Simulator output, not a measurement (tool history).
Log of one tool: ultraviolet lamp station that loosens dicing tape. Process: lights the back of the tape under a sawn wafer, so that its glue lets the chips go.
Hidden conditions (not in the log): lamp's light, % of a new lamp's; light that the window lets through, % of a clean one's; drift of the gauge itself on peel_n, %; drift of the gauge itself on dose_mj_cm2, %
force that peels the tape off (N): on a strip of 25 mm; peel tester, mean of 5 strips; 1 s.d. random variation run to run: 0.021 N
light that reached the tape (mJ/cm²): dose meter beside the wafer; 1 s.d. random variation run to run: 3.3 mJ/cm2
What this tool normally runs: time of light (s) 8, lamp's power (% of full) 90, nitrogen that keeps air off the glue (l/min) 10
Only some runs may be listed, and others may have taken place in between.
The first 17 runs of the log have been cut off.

run	hour	time of light (s)	lamp's power (% of full)	nitrogen that keeps air off the glue (l/min)	hours of work of the lamp	hours of work since the window was cleaned	force that peels the tape off (N)	light that reached the tape (mJ/cm²)
18	182.8	8	95	4	287	451	2.238	473
19	191.0	12	90	10	292	456	0.621	666
20	198.0	6	84	12	297	461	2.586	312
21	210.5	8	65	5	305	469	3.332	325
22	220.9	8	65	5	312	476	3.439	317
23	234.0	8	96	5	320	484	2.038	470
24	240.5	13	90	5	324	488	0.855	721
25	248.9	6	74	5	330	494	4.292	271
26	258.8	8	90	9	336	500	1.591	437
27	267.9	8	66	17	342	506	2.157	320
28	276.7	8	90	12	348	512	1.450	429
29	290.2	8	67	4	357	521	3.678	324
30	298.5	8	67	4	362	526	3.886	320

Consider 3 possible next runs. They are alternatives, not a sequence: every one starts from the tool as it was left by run 30. What does each give?
A	311.1	7	67	13	370	534	?	?
B	311.1	8	67	4	370	534	?	?
C	311.1	8	90	18	370	534	?	?

run	force that peels the tape off (N)	light that reached the tape (mJ/cm²)
A	3.000	280
B	3.829	320
C	1.260	434
Take away the tool's hidden state, keep each run's random variation, and the runs would have read:
run	force that peels the tape off (N)	light that reached the tape (mJ/cm²)
A	2.143	349
B	2.910	399
C	0.763	541
